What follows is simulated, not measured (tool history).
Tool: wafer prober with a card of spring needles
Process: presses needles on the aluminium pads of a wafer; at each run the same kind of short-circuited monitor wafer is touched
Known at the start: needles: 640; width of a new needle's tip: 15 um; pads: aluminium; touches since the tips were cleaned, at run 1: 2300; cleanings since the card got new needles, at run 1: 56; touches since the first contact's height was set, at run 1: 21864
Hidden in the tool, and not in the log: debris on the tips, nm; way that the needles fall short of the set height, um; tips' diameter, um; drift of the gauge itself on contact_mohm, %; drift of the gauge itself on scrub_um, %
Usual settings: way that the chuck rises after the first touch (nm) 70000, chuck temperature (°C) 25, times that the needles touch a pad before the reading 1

run   hour  way that the chuck rises after the first touch (nm)  chuck temperature (°C)  times that the needles touch a pad before the reading  touches since the tips were cleaned  cleanings since the card got new needles  touches since the first contact's height was set  resistance of one needle with its contact and lead (mohm)  way that a needle slides on the pad (nm)
  1    0.0                                                70000                      25                                                      1                                 2300                                        56                                             21864                                                        166                                     15830
      11.6  -- tips cleaned on abrasive film
  2   28.9                                                70000                      25                                                      1                                 4441                                        57                                             29268                                                        163                                     15810
      33.2  -- tips cleaned on abrasive film
      53.9  -- tips cleaned on abrasive film
  3   57.9                                                70000                      25                                                      1                                 1033                                        59                                             36660                                                        162                                     15750
      74.7  -- tips cleaned on abrasive film
  4   83.7                                                70000                      25                                                      1                                 2321                                        60                                             43248                                                        162                                     15770
      96.3  -- tips cleaned on abrasive film
     117.0  -- tips cleaned on abrasive film
  5  119.2                                                70000                      25                                                      1                                  568                                        62                                             52307                                                        163                                     15760
     138.2  -- tips cleaned on abrasive film
  6  145.5                                                70000                      25                                                      1                                 1869                                        63                                             59043                                                        161                                     15760
     161.6  -- tips cleaned on abrasive film
     182.7  -- tips cleaned on abrasive film
  7  191.0                                                70000                      25                                                      1                                 2126                                        65                                             70672                                                        163                                     15730
     203.5  -- tips cleaned on abrasive film
     224.8  -- tips cleaned on abrasive film
  8  225.8                                                55000                      25                                                      1                                  270                                        67                                             79561                                                        162                                     12320
     246.9  -- tips cleaned on abrasive film
  9  260.7                                                55000                      25                                                      1                                 3520                                        68                                             88474                                                        163                                     12350
     269.3  -- tips cleaned on abrasive film
     291.1  -- tips cleaned on abrasive film
 10  291.1                                                55000                      25                                                      1                                    0                                        70                                             96246                                                        166                                     12320
     310.2  -- height of the first contact set anew
     314.5  -- tips cleaned on abrasive film
 11  330.1                                                56000                      25                                                      1                                 4012                                        71                                              5095                                                        163                                     12540
     337.1  -- tips cleaned on abrasive film
     358.9  -- tips cleaned on abrasive film
 12  365.8                                                56000                      25                                                      1                                 1774                                        73                                             14216                                                        163                                     12550
     380.9  -- tips cleaned on abrasive film
     403.3  -- tips cleaned on abrasive film
 13  414.9                                                56000                      25                                                      1                                 2984                                        75                                             26757                                                        165                                     12510
     424.7  -- tips cleaned on abrasive film
     445.9  -- tips cleaned on abrasive film
 14  464.0                                                70000                      25                                                      1                                 4646                                        77                                             39314                                                        161                                     15630
     467.2  -- tips cleaned on abrasive film
 15  484.2                                                70000                      25                                                      1                                 4347                                        78                                             44465                                                        162                                     15590
     491.5  -- tips cleaned on abrasive film
     514.5  -- tips cleaned on abrasive film
 16  515.3                                                70000                      25                                                      1                                  190                                        80                                             52393                                                        162                                     15620
     536.2  -- tips cleaned on abrasive film
     560.6  -- tips cleaned on abrasive film
 17  561.5                                                70000                      25                                                      1                                  219                                        82                                             64204                                                        164                                     15570
     581.2  -- tips cleaned on abrasive film
 18  581.2                                                52000                      52                                                      2                                    0                                        83                                             69242                                                        169                                     11560
     602.1  -- tips cleaned on abrasive film
 19  614.9                                                70000                      70                                                      3                                 3276                                        84                                             77869                                                        174                                     15580
     623.4  -- tips cleaned on abrasive film
 20  636.4                                                70000                      70                                                      3                                 3333                                        85                                             83366                                                        172                                     15550
     644.5  -- tips cleaned on abrasive film
     667.5  -- tips cleaned on abrasive film
 21  681.1                                                70000                      70                                                      3                                 3507                                        87                                             94800                                                        173                                     15540
     688.4  -- tips cleaned on abrasive film
     705.4  -- height of the first contact set anew
 22  705.4                                                70000                      70                                                      3                                 4270                                        88                                                 0                                                        172                                     15530
     709.8  -- tips cleaned on abrasive film
     732.3  -- tips cleaned on abrasive film
 23  735.6                                                70000                      70                                                      3                                  854                                        90                                              7719                                                        173                                     15490
     754.1  -- tips cleaned on abrasive film
 24  771.4                                                60000                      65                                                      1                                 4424                                        91                                             16868                                                        170                                     13270
     774.9  -- tips cleaned on abrasive film
 25  795.2                                                76000                      62                                                      1                                 5204                                        92                                             22947                                                        168                                     16810
     799.4  -- tips cleaned on abrasive film
     820.7  -- tips cleaned on abrasive film
 26  820.7                                                69000                      26                                                      3                                    0                                        94                                             29452                                                        161                                     15250
     844.3  -- tips cleaned on abrasive film
     865.8  -- tips cleaned on abrasive film
 27  868.2                                                69000                      26                                                      3                                  620                                        96                                             41608                                                        163                                     15250
     881.7  -- gauge calibrated
     887.6  -- tips cleaned on abrasive film
 28  891.1                                                66000                      25                                                      2                                  886                                        97                                             47446                                                        163                                     14910

Forecast run 29:
     911.3  -- tips cleaned on abrasive film
     933.2  -- tips cleaned on abrasive film
 29  938.1                                                66000                      99                                                      1                                 1252                                        99                                             59467                                                          ?                                         ?

resistance of one needle with its contact and lead (mohm): 180
way that a needle slides on the pad (nm): 14910
Without the tool's hidden state the same run would have given resistance of one needle with its contact and lead (mohm) 180, way that a needle slides on the pad (nm) 14930.
